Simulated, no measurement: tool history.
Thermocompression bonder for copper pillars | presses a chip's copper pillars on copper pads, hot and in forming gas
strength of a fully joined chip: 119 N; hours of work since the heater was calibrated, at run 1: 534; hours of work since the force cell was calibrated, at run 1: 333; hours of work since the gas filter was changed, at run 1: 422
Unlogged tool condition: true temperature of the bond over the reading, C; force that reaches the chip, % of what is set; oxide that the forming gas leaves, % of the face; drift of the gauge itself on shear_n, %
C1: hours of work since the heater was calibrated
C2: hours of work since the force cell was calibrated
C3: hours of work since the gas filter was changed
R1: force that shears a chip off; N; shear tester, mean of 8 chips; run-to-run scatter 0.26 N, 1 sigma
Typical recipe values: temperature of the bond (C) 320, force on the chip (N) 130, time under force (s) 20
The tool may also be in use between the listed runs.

{"run": 1, "hour": 0.0, "temperature of the bond (C)": 320, "force on the chip (N)": 130, "time under force (s)": 20, "C1": 534, "C2": 333, "C3": 422, "R1": 72.4}
{"run": 2, "hour": 14.0, "temperature of the bond (C)": 320, "force on the chip (N)": 130, "time under force (s)": 20, "C1": 545, "C2": 344, "C3": 433, "R1": 73.1}
{"run": 3, "hour": 25.4, "temperature of the bond (C)": 320, "force on the chip (N)": 130, "time under force (s)": 20, "C1": 554, "C2": 353, "C3": 442, "R1": 72.8}
{"run": 4, "hour": 36.0, "temperature of the bond (C)": 320, "force on the chip (N)": 130, "time under force (s)": 20, "C1": 562, "C2": 361, "C3": 450, "R1": 72.6}
{"run": 5, "hour": 53.4, "temperature of the bond (C)": 320, "force on the chip (N)": 130, "time under force (s)": 58, "C1": 575, "C2": 374, "C3": 464, "R1": 93.0}
{"run": 6, "hour": 73.2, "temperature of the bond (C)": 321, "force on the chip (N)": 130, "time under force (s)": 20, "C1": 591, "C2": 390, "C3": 479, "R1": 72.4}
{"run": 7, "hour": 84.4, "temperature of the bond (C)": 321, "force on the chip (N)": 130, "time under force (s)": 20, "C1": 599, "C2": 398, "C3": 488, "R1": 73.2}
{"hour": 86.4, "done": "forming gas filter changed"}
{"run": 8, "hour": 105.3, "temperature of the bond (C)": 320, "force on the chip (N)": 107, "time under force (s)": 20, "C1": 615, "C2": 414, "C3": 15, "R1": 68.3}
{"run": 9, "hour": 119.6, "temperature of the bond (C)": 299, "force on the chip (N)": 107, "time under force (s)": 20, "C1": 626, "C2": 425, "C3": 26, "R1": 56.7}
{"run": 10, "hour": 133.8, "temperature of the bond (C)": 299, "force on the chip (N)": 107, "time under force (s)": 20, "C1": 637, "C2": 436, "C3": 37, "R1": 56.7}
{"run": 11, "hour": 152.4, "temperature of the bond (C)": 302, "force on the chip (N)": 107, "time under force (s)": 51, "C1": 652, "C2": 451, "C3": 51, "R1": 78.0}
{"run": 12, "hour": 165.6, "temperature of the bond (C)": 302, "force on the chip (N)": 107, "time under force (s)": 51, "C1": 662, "C2": 461, "C3": 61, "R1": 77.9}
{"run": 13, "hour": 179.1, "temperature of the bond (C)": 334, "force on the chip (N)": 82, "time under force (s)": 20, "C1": 672, "C2": 471, "C3": 72, "R1": 64.3}
{"run": 14, "hour": 188.4, "temperature of the bond (C)": 332, "force on the chip (N)": 163, "time under force (s)": 10, "C1": 680, "C2": 479, "C3": 79, "R1": 78.1}
{"run": 15, "hour": 208.7, "temperature of the bond (C)": 332, "force on the chip (N)": 163, "time under force (s)": 10, "C1": 695, "C2": 494, "C3": 95, "R1": 78.3}
{"run": 16, "hour": 228.3, "temperature of the bond (C)": 322, "force on the chip (N)": 194, "time under force (s)": 24, "C1": 710, "C2": 509, "C3": 110, "R1": 97.8}
{"run": 17, "hour": 242.4, "temperature of the bond (C)": 290, "force on the chip (N)": 130, "time under force (s)": 23, "C1": 721, "C2": 520, "C3": 121, "R1": 62.3}

Measured less the same run without the tool's hidden state. The same run-to-run variation is in both; the gauge's scatter may not be:
run=1 R1=-0.9
run=2 R1=-0.8
run=3 R1=-0.9
run=4 R1=-0.9
run=5 R1=-2.7
run=6 R1=-1.1
run=7 R1=-1.2
run=8 R1=+3.4
run=9 R1=+3.3
run=10 R1=+3.2
run=11 R1=+3.3
run=12 R1=+3.2
run=13 R1=+3.1
run=14 R1=+3.0
run=15 R1=+3.0
run=16 R1=+2.1
run=17 R1=+3.2
